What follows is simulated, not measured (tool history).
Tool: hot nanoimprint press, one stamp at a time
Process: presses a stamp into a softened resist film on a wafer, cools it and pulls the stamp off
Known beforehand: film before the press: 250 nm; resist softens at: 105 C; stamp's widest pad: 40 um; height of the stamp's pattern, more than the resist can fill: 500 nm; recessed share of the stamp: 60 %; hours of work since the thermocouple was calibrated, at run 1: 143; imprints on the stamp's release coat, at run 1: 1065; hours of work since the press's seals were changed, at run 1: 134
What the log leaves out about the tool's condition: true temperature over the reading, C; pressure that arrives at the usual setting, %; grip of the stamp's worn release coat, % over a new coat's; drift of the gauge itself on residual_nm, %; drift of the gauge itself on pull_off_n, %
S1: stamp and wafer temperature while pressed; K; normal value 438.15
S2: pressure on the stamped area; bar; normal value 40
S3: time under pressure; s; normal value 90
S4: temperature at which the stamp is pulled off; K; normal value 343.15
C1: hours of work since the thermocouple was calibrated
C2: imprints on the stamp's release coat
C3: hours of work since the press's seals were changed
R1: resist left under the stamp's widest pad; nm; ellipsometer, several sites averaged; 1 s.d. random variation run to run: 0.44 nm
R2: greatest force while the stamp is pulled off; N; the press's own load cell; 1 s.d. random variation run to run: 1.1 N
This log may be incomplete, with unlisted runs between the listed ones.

run   hour      S1    S2   S3      S4   C1    C2   C3     R1   R2
  1      0  438.15    40   90  343.15  143  1065  134  117.1  139
  2    9.6  434.15    40   90  343.15  147  1086  138  146.8  140
  3   18.3  438.15    40   90  343.15  150  1106  141  117.2  138
  4   24.2  438.15    40   90  343.15  153  1120  143  118.5  140
  5   29.7  438.15    40   90  343.15  155  1132  146  117.6  140
  6     37  438.15    40   90  343.15  158  1149  149  117.4  140
  7   46.9  438.15    40   90  343.15  162  1172  153  118.1  139
  8   57.2  438.15    40   90  343.15  166  1195  157  117.8  138
  9   65.8  438.15    40   59  343.15  170  1215  160  135.6  139
 10   75.1  438.15    40   90  343.15  173  1236  164  118.4  140
      85.8  -- stamp cleaned and given a new release coat
 11   86.1  438.15    40   90  343.15  175     0  166  118.9  138
 12     94  438.15    40   90  343.15  178    18  169  118.2  138
 13  103.7  438.15    40   90  343.15  182    40  173  118.3  137
 14  110.1  438.15    40   90  335.15  185    55  176  117.9  153
 15    115  438.15    40   90  335.15  187    66  178    119  150
 16  121.3  438.15    40   90  335.15  189    81  180  119.3  152
 17  130.1  446.15    40   90  347.15  193   101  184   72.6  132
 18  139.9  446.15  33.6   58  347.15  197   123  188   94.8  132
 19  150.2  446.15  33.6   58  347.15  201   146  192   95.4  132
 20    155  446.15  33.6   58  347.15  203   157  194   95.1  132
 21    165  446.15  33.6   58  347.15  207   180  198   95.5  133
 22  172.5  446.15  33.6   58  347.15  210   197  201   95.4  131
 23  178.2  427.15  33.6   55  347.15  212   210  203  226.7  133
     183.6  -- gauge calibrated
 24  185.3  427.15  33.6   55  347.15  215   226  206  221.6  134
 25    195  427.15  33.6   55  347.15  219   249  210    222  133
 26  202.3  427.15  33.6   55  347.15  222   265  213  222.1  134
 27  209.9  438.15    40  108  351.15  225   282  216  109.5  126
 28    216  438.15    40  108  351.15  228   297  218  110.6  127
 29  223.3  438.15  57.3   48  333.15  230   313  221  126.1  155
 30  231.3  438.15  57.3   48  333.15  234   331  224    126  156

Hidden condition of the tool, last listed run before each entry between runs versus first listed run after:
From run 10 to run 11: stamp cleaned and given a new release coat (hour 85.8)
  grip of the stamp's worn release coat, % over a new coat's: 0.4 -> 0; drift of the gauge itself on residual_nm, %: 1.1 -> 1.17
  measured result minus the result with no hidden state, R1: +1.4 -> +1.5 nm
From run 23 to run 24: gauge calibrated (hour 183.6)
  drift of the gauge itself on residual_nm, %: 2.51 -> 0.03
  measured result minus the result with no hidden state, R1: +5.7 -> +0.1 nm

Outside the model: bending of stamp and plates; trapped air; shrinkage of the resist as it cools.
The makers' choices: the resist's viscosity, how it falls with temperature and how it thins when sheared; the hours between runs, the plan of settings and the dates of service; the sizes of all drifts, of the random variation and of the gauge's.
